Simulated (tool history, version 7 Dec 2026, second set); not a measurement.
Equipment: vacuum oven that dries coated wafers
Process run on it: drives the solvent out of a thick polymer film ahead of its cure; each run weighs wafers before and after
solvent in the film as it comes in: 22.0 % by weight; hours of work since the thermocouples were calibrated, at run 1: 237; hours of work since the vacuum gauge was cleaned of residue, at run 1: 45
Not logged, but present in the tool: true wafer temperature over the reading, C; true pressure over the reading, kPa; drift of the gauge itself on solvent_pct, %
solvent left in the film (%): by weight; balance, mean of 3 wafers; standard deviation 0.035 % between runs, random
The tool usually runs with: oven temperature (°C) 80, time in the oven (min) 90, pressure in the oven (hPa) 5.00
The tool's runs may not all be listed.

run,day,oven temperature (°C),time in the oven (min),pressure in the oven (hPa),hours of work since the thermocouples were calibrated,hours of work since the vacuum gauge was cleaned of residue,solvent left in the film (%)
1,0.000,80,90,5.00,237,45,1.30
2,0.779,80,90,5.00,250,58,1.31
3,1.312,80,90,5.00,259,67,1.33
4,2.088,80,90,5.00,272,80,1.31
5,2.575,80,90,5.00,280,88,1.30
6,3.296,80,90,5.00,292,100,1.40
7,3.950,95,90,5.00,303,111,0.17
8,4.529,95,48,5.00,312,121,0.29
9,5.300,95,48,5.00,325,133,0.34
10,5.854,80,90,5.00,334,142,1.35
11,6.550,87,90,13.25,346,154,0.79
12,7.154,75,90,5.00,356,164,2.97
13,7.579,75,90,5.00,363,171,2.97
14,8.296,95,46,5.00,375,183,0.38
15,8.612,80,94,15.47,380,188,1.84
16,8.938,80,69,12.12,385,194,2.75
17,9.383,89,69,4.07,393,201,0.49
18,9.938,80,48,4.07,402,210,4.19
19,10.621,74,115,4.07,413,221,2.20
20,11.329,74,143,9.88,425,233,1.88

Consider 5 possible next runs. They are alternatives, not a sequence: every one starts from the tool as it was left by run 20. What does each give?
A,11.662,80,66,4.41,431,239,?
B,11.662,80,149,5.00,431,239,?
C,11.662,67,90,5.78,431,239,?
D,11.662,80,89,5.00,431,239,?
E,11.662,91,103,9.88,431,239,?

run,solvent left in the film (%)
A,2.51
B,0.52
C,7.13
D,1.46
E,0.46
Without the tool's unlogged condition, the same runs would have read:
run,solvent left in the film (%)
A,2.21
B,0.43
C,6.68
D,1.24
E,0.41
